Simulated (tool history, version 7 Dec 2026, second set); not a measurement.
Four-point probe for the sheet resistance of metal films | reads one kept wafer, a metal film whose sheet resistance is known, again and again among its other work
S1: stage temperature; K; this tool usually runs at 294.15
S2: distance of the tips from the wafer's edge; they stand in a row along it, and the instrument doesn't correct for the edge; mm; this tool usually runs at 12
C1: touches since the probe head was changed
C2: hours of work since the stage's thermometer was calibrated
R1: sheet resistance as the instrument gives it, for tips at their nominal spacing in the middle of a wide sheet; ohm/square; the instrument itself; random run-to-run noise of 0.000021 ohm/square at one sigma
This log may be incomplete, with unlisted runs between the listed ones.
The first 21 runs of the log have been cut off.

run 22 day=25.658 | S1=299.15 S2=12 | C1=18225 C2=523 | R1=0.103446
run 23 day=26.367 | S1=293.15 S2=34 | C1=18493 C2=532 | R1=0.104152
run 24 day=27.733 | S1=293.15 S2=34 | C1=19011 C2=550 | R1=0.104147
run 25 day=28.621 | S1=294.15 S2=4 | C1=19347 C2=562 | R1=0.105319
run 26 day=30.062 | S1=294.15 S2=4 | C1=19894 C2=581 | R1=0.105346
run 27 day=30.942 | S1=299.15 S2=38 | C1=20227 C2=592 | R1=0.103334
run 28 day=32.267 | S1=299.15 S2=38 | C1=20729 C2=610 | R1=0.103326
run 29 day=33.096 | S1=299.15 S2=38 | C1=21043 C2=621 | R1=0.103338
run 30 day=34.683 | S1=299.15 S2=21 | C1=21645 C2=642 | R1=0.103362
run 31 day=36.162 | S1=292.15 S2=21 | C1=22205 C2=661 | R1=0.104293
run 32 day=37.138 | S1=296.15 S2=21 | C1=22574 C2=674 | R1=0.103741
run 33 day=38.525 | S1=307.15 S2=5 | C1=23101 C2=693 | R1=0.10316
run 34 day=39.862 | S1=295.15 S2=25 | C1=23607 C2=710 | R1=0.103871
run 35 day=40.842 | S1=295.15 S2=25 | C1=23978 C2=723 | R1=0.103867
run 36 day=42.204 | S1=295.15 S2=25 | C1=24494 C2=741 | R1=0.103849

The next listed run, before its measurement:
run 37 day=43.325 | S1=295.15 S2=25 | C1=24919 C2=756 | R1=?

R1: 0.103837 ohm/square
If the tool had no hidden condition, the same run with the same run-to-run variation would have returned R1 0.103838 ohm/square.
